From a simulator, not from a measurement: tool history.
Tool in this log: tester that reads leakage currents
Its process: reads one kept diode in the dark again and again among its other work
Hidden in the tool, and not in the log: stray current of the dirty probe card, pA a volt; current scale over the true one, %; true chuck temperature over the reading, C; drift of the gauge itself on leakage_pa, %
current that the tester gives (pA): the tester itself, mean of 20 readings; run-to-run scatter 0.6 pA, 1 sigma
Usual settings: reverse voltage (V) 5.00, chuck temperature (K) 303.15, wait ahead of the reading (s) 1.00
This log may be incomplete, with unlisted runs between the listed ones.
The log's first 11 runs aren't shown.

run,hour,reverse voltage (V),chuck temperature (K),wait ahead of the reading (s),hours of work since the probe card was cleaned,hours of work since the tester was calibrated,hours of work since the chuck was calibrated,current that the tester gives (pA)
12,933.3,5.00,302.15,1.00,2241,82,664,184.93
13,986.8,5.00,302.15,1.00,2262,103,685,182.84
14,1107.7,5.00,302.15,1.00,2310,151,734,183.88
15,1193.9,5.00,302.15,1.00,2345,186,768,182.10
16,1276.2,5.00,302.15,1.00,2378,219,801,182.50
17,1390.0,5.00,303.15,7.41,2424,265,847,197.31
18,1476.3,5.00,303.15,1.00,2458,299,881,198.90
19,1590.1,4.66,303.15,1.00,2504,345,927,192.20
20,1667.0,4.66,300.15,1.70,2535,376,958,148.84
21,1735.5,5.00,296.15,4.84,2562,403,985,108.61
22,1846.2,5.00,296.15,4.84,2606,447,1030,107.18
23,1947.4,7.66,303.15,0.68,2647,488,1070,241.62
# hour 1961.6: probe card cleaned and baked
24,2069.3,2.32,306.15,1.70,43,536,1118,177.06
25,2139.9,1.43,303.15,2.09,71,564,1146,110.59
26,2234.2,1.54,313.15,3.85,109,602,1184,264.08
27,2306.8,11.71,316.15,9.80,138,631,1213,818.69
28,2414.2,11.71,316.15,9.80,181,674,1256,815.36
29,2529.1,11.71,316.15,9.80,227,720,1302,814.62
30,2633.7,2.41,306.15,1.98,269,762,1344,179.02
31,2733.0,1.29,303.15,9.25,309,802,1384,105.25
# hour 2771.3: chuck's temperature calibrated
32,2797.4,1.29,303.15,9.25,334,827,10,110.39
33,2895.6,7.47,314.15,2.42,373,866,50,596.07
34,2982.7,2.88,303.15,4.38,408,901,85,157.30
35,3086.0,5.00,315.15,0.32,450,942,126,549.01
36,3153.5,5.00,305.15,1.00,477,969,153,239.74

3 ways to go on from here, each from the tool as it stands after run 36. What would each give?
A,3237.4,5.00,311.15,5.26,510,1003,187,?
B,3237.4,5.00,306.15,0.92,510,1003,187,?
C,3237.4,3.96,303.15,5.37,510,1003,187,?

run,current that the tester gives (pA)
A,390.14
B,259.77
C,178.92
Had the tool no hidden state, the same runs would have come out as:
run,current that the tester gives (pA)
A,389.45
B,259.01
C,178.30
